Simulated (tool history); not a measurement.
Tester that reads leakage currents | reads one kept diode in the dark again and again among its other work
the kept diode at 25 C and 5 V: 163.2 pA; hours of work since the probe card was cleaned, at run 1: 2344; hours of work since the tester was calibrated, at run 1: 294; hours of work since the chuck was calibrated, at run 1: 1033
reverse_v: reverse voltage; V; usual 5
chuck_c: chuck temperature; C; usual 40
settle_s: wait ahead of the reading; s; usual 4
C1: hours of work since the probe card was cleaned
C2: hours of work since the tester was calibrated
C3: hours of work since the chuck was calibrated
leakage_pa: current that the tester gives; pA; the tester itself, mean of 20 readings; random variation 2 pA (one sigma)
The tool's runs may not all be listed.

run 1 hour=0 | reverse_v=5 chuck_c=40 settle_s=4 | C1=2344 C2=294 C3=1033 | leakage_pa=639.96
run 2 hour=38.3 | reverse_v=5 chuck_c=40 settle_s=4 | C1=2363 C2=313 C3=1052 | leakage_pa=639.86
run 3 hour=111.1 | reverse_v=5 chuck_c=40 settle_s=4 | C1=2400 C2=349 C3=1088 | leakage_pa=637.85
run 4 hour=150 | reverse_v=5 chuck_c=40 settle_s=4 | C1=2419 C2=369 C3=1108 | leakage_pa=642.93
run 5 hour=193.7 | reverse_v=1.04 chuck_c=40 settle_s=4 | C1=2440 C2=390 C3=1129 | leakage_pa=296.45
run 6 hour=267.9 | reverse_v=1.04 chuck_c=40 settle_s=4 | C1=2477 C2=427 C3=1166 | leakage_pa=297.35
run 7 hour=342.3 | reverse_v=1.04 chuck_c=40 settle_s=4 | C1=2514 C2=464 C3=1203 | leakage_pa=297.32
run 8 hour=376.2 | reverse_v=1.04 chuck_c=40 settle_s=4 | C1=2531 C2=481 C3=1220 | leakage_pa=298.62
run 9 hour=427.4 | reverse_v=12.44 chuck_c=40 settle_s=2.31 | C1=2556 C2=506 C3=1245 | leakage_pa=995.05

Forecast run 10:
run 10 hour=476.4 | reverse_v=1.92 chuck_c=23 settle_s=3.02 | C1=2581 C2=530 C3=1270 | leakage_pa=?

{"run 10": {"leakage_pa": 85.45}}
Without the tool's hidden state the same run would have given leakage_pa 85.52 pA.
